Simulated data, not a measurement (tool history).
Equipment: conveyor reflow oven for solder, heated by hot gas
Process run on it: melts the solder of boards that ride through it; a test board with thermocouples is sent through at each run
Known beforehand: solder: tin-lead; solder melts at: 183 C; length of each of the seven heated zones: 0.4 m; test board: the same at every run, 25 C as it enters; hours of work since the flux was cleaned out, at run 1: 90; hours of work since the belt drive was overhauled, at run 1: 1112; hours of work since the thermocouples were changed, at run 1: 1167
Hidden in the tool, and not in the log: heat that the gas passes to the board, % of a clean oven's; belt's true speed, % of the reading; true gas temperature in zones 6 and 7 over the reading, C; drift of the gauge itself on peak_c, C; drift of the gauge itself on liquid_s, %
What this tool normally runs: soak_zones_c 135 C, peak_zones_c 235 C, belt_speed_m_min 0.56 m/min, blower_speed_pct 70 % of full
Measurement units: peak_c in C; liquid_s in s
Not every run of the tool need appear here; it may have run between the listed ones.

run    hour  soak_zones_c  peak_zones_c  belt_speed_m_min  blower_speed_pct  hours of work since the flux was cleaned out  hours of work since the belt drive was overhauled  hours of work since the thermocouples were changed  peak_c  liquid_s
  1       0           135           235              0.56                70                                            90                                               1112                                                1167   221.8      68.6
  2    64.9           135           235              0.56                70                                           131                                               1153                                                1208   220.8      68.2
  3   101.9           135           235              0.56                70                                           154                                               1176                                                1231   221.3      67.7
  4     150           135           235              0.56                70                                           185                                               1207                                                1262     221        69
  5   200.9           135           235              0.56                70                                           217                                               1239                                                1294   220.7      67.9
  6   266.9           135           235              0.56                70                                           259                                               1281                                                1336   220.3      67.8
  7   298.8           135           235              0.56                70                                           279                                               1301                                                1356   219.9      67.4
  8   359.1           135           235              0.56                70                                           318                                               1340                                                1395   219.8      66.8
      379.6  -- flux residue cleaned out of gas plates and filters
      396.6  -- thermocouples of zones 6 and 7 changed
  9   398.4           135           235             0.612                70                                            11                                               1360                                                   1   218.1      60.2
 10   433.8           135           235             0.612                70                                            33                                               1383                                                  24   216.5      60.4
 11   501.8           147           235              0.56                70                                            76                                               1426                                                  67   222.5      74.3
 12   564.6           135           235              0.56                70                                           116                                               1466                                                 107   220.1      68.4
      574.8  -- belt drive overhauled, speed set with a stopwatch
 13   634.9           135           235              0.56                70                                           158                                                 38                                                 149     220      69.2
 14   668.8           135           237              0.56                70                                           180                                                 60                                                 170   221.8      70.3
      703.2  -- belt drive overhauled, speed set with a stopwatch, once more
 15     735           135           237             0.614                70                                           219                                                 20                                                 210   216.7      56.1
 16   799.1           135           237             0.614                70                                           260                                                 61                                                 250   215.9      55.9
 17   830.2           143           230             0.463                61                                           280                                                 81                                                 270   218.6      82.6
 18   882.9           141           230             0.594                75                                           313                                                114                                                 304   213.8      57.4
      911.3  -- flux residue cleaned out of gas plates and filters
 19   956.9           130           235             0.594                75                                            29                                                158                                                 347     218      56.7
 20  1014.3           130           235             0.594                75                                            65                                                194                                                 384   216.9      56.8
 21  1069.4           135           230              0.56                70                                           100                                                229                                                 419     215        61
 22  1129.2           133           230              0.56                60                                           138                                                267                                                 457     212      58.5
 23  1188.5           135           229              0.56                60                                           176                                                305                                                 495   211.9      57.3
 24  1253.2           148           229             0.609                76                                           217                                                346                                                 536   213.7      60.3
 25  1300.6           141           235              0.56                70                                           247                                                376                                                 566   219.2      67.5
 26    1357           135           235              0.56                73                                           283                                                412                                                 602   218.8      64.5
 27  1419.8           139           233              0.56                70                                           323                                                452                                                 641   215.4      64.7
     1428.2  -- flux residue cleaned out of gas plates and filters
 28  1462.8           139           233              0.56                70                                            22                                                476                                                 666   219.4      67.8
 29  1498.9           139           233              0.56                70                                            45                                                499                                                 688   219.6      67.5

Consider 5 possible next runs. They are alternatives, not a sequence: every one starts from the tool as it was left by run 29. What does each give?
  A  1570           134           235             0.661                68                                            90                                                544                                                 734       ?         ?
  B  1570           125           245             0.529                70                                            90                                                544                                                 734       ?         ?
  C  1570           139           241              0.56                80                                            90                                                544                                                 734       ?         ?
  D  1570           134           229              0.56                70                                            90                                                544                                                 734       ?         ?
  E  1570           139           233              0.56                69                                            90                                                544                                                 734       ?         ?

run  peak_c  liquid_s
  A   213.7      50.8
  B   229.2      73.7
  C   227.5      73.7
  D   214.6      61.1
  E   219.2      67.2
Without the tool's hidden state the same runs would have given:
run  peak_c  liquid_s
  A   213.6      50.3
  B   228.9      72.9
  C   227.2      72.8
  D   214.3      60.4
  E   218.9      66.4
